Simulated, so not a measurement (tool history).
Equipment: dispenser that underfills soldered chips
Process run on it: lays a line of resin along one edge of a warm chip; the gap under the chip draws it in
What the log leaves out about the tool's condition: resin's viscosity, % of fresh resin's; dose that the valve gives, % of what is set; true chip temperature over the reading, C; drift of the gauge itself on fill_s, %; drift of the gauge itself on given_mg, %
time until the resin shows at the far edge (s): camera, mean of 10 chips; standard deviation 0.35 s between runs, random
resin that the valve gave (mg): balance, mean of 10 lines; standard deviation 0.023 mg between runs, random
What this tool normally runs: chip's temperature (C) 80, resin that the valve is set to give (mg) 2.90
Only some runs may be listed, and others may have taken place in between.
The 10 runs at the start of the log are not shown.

| run | hour | chip's temperature (C) | resin that the valve is set to give (mg) | hours of work since the syringe was changed | hours of work since the valve was cleaned | hours of work since the stage was calibrated | time until the resin shows at the far edge (s) | resin that the valve gave (mg) |
|---|---|---|---|---|---|---|---|---|
| 11 | 55.8 | 80 | 2.90 | 5 | 8 | 234 | 29.5 | 2.84 |
|  | 58.2 | new syringe of resin |
| 12 | 62.9 | 80 | 2.90 | 3 | 13 | 239 | 25.2 | 2.88 |
| 13 | 67.1 | 80 | 2.90 | 6 | 16 | 242 | 32.1 | 2.85 |
|  | 67.8 | new syringe of resin |
| 14 | 72.2 | 80 | 3.06 | 3 | 20 | 246 | 24.9 | 3.03 |
|  | 77.4 | new syringe of resin |
| 15 | 79.2 | 80 | 3.33 | 1 | 25 | 251 | 21.3 | 3.25 |
| 16 | 82.4 | 80 | 3.33 | 4 | 27 | 253 | 25.5 | 3.23 |
|  | 87.1 | new syringe of resin |
| 17 | 89.1 | 80 | 2.83 | 1 | 32 | 258 | 21.7 | 2.75 |
| 18 | 92.6 | 94 | 3.13 | 4 | 34 | 260 | 15.3 | 3.06 |
|  | 97.0 | new syringe of resin |
| 19 | 98.3 | 80 | 2.58 | 1 | 38 | 264 | 21.5 | 2.49 |
| 20 | 102.0 | 78 | 3.48 | 4 | 41 | 267 | 27.2 | 3.32 |
|  | 106.6 | new syringe of resin |
| 21 | 106.6 | 73 | 2.90 | 0 | 44 | 270 | 26.3 | 2.83 |
| 22 | 113.1 | 69 | 2.61 | 5 | 49 | 275 | 47.8 | 2.47 |
|  | 116.3 | new syringe of resin |
| 23 | 119.5 | 91 | 3.76 | 2 | 53 | 279 | 14.9 | 3.60 |
| 24 | 123.5 | 72 | 3.76 | 5 | 56 | 282 | 41.4 | 3.60 |
|  | 126.0 | new syringe of resin |
| 25 | 130.8 | 72 | 3.76 | 3 | 61 | 287 | 34.5 | 3.57 |
|  | 135.5 | new syringe of resin |
| 26 | 137.5 | 94 | 3.10 | 1 | 66 | 292 | 12.7 | 2.93 |
| 27 | 141.6 | 89 | 3.41 | 4 | 69 | 295 | 18.6 | 3.19 |

Predict the results of run 28:
|  | 145.3 | dispensing valve cleaned and set on the balance |
|  | 146.1 | new syringe of resin |
| 28 | 147.4 | 74 | 3.60 | 1 | 1 | 298 | ? | ? |

{"run 28": {"time until the resin shows at the far edge (s)": 25.8, "resin that the valve gave (mg)": 3.61}}
Take away the tool's hidden state, keep the run-to-run variation as it was, and the same run would have given time until the resin shows at the far edge (s) 22.4, resin that the valve gave (mg) 3.61.
